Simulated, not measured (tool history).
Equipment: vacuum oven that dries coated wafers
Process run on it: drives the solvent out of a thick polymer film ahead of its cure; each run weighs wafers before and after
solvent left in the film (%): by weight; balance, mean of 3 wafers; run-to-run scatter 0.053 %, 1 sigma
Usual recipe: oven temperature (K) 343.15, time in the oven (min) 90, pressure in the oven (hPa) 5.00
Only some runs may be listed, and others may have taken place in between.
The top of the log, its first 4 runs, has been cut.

{"run": 5, "hour": 207.3, "oven temperature (K)": 345.15, "time in the oven (min)": 59, "pressure in the oven (hPa)": 5.0, "solvent left in the film (%)": 3.31}
{"run": 6, "hour": 295.5, "oven temperature (K)": 356.15, "time in the oven (min)": 90, "pressure in the oven (hPa)": 5.0, "solvent left in the film (%)": 0.54}
{"run": 7, "hour": 372.6, "oven temperature (K)": 356.15, "time in the oven (min)": 90, "pressure in the oven (hPa)": 12.49, "solvent left in the film (%)": 0.81}
{"run": 8, "hour": 422.3, "oven temperature (K)": 356.15, "time in the oven (min)": 90, "pressure in the oven (hPa)": 12.49, "solvent left in the film (%)": 0.88}
{"run": 9, "hour": 491.3, "oven temperature (K)": 356.15, "time in the oven (min)": 90, "pressure in the oven (hPa)": 12.49, "solvent left in the film (%)": 0.94}
{"run": 10, "hour": 547.4, "oven temperature (K)": 343.15, "time in the oven (min)": 69, "pressure in the oven (hPa)": 5.0, "solvent left in the film (%)": 3.37}
{"run": 11, "hour": 613.8, "oven temperature (K)": 343.15, "time in the oven (min)": 69, "pressure in the oven (hPa)": 5.0, "solvent left in the film (%)": 3.46}
{"run": 12, "hour": 704.0, "oven temperature (K)": 343.15, "time in the oven (min)": 69, "pressure in the oven (hPa)": 5.0, "solvent left in the film (%)": 3.51}
{"run": 13, "hour": 778.2, "oven temperature (K)": 343.15, "time in the oven (min)": 90, "pressure in the oven (hPa)": 5.0, "solvent left in the film (%)": 2.55}
{"hour": 831.4, "done": "vacuum gauge cleaned of residue and calibrated"}
{"run": 14, "hour": 880.2, "oven temperature (K)": 343.15, "time in the oven (min)": 94, "pressure in the oven (hPa)": 5.0, "solvent left in the film (%)": 2.21}
{"run": 15, "hour": 934.0, "oven temperature (K)": 343.15, "time in the oven (min)": 94, "pressure in the oven (hPa)": 5.0, "solvent left in the film (%)": 2.34}
{"run": 16, "hour": 994.2, "oven temperature (K)": 343.15, "time in the oven (min)": 94, "pressure in the oven (hPa)": 5.0, "solvent left in the film (%)": 2.3}
{"run": 17, "hour": 1075.8, "oven temperature (K)": 339.15, "time in the oven (min)": 101, "pressure in the oven (hPa)": 4.26, "solvent left in the film (%)": 3.1}
{"run": 18, "hour": 1175.8, "oven temperature (K)": 337.15, "time in the oven (min)": 45, "pressure in the oven (hPa)": 9.26, "solvent left in the film (%)": 6.96}
{"run": 19, "hour": 1220.0, "oven temperature (K)": 337.15, "time in the oven (min)": 45, "pressure in the oven (hPa)": 9.26, "solvent left in the film (%)": 6.92}
{"run": 20, "hour": 1267.6, "oven temperature (K)": 338.15, "time in the oven (min)": 54, "pressure in the oven (hPa)": 5.53, "solvent left in the film (%)": 5.88}
{"run": 21, "hour": 1336.5, "oven temperature (K)": 338.15, "time in the oven (min)": 82, "pressure in the oven (hPa)": 5.53, "solvent left in the film (%)": 4.38}
{"run": 22, "hour": 1383.5, "oven temperature (K)": 343.15, "time in the oven (min)": 110, "pressure in the oven (hPa)": 11.38, "solvent left in the film (%)": 2.42}
{"run": 23, "hour": 1450.4, "oven temperature (K)": 346.15, "time in the oven (min)": 62, "pressure in the oven (hPa)": 10.08, "solvent left in the film (%)": 3.41}
{"run": 24, "hour": 1528.1, "oven temperature (K)": 347.15, "time in the oven (min)": 126, "pressure in the oven (hPa)": 12.47, "solvent left in the film (%)": 1.47}
{"hour": 1542.8, "done": "oven's thermocouples calibrated"}
{"run": 25, "hour": 1621.4, "oven temperature (K)": 343.15, "time in the oven (min)": 159, "pressure in the oven (hPa)": 6.81, "solvent left in the film (%)": 0.77}

Expected results for the next run?
{"run": 26, "hour": 1704.9, "oven temperature (K)": 343.15, "time in the oven (min)": 159, "pressure in the oven (hPa)": 6.81, "solvent left in the film (%)": "?"}

Logged for run 26: solvent left in the film (%) 0.73.
Minus the tool's unlogged condition, the same run would have read solvent left in the film (%) 0.68.
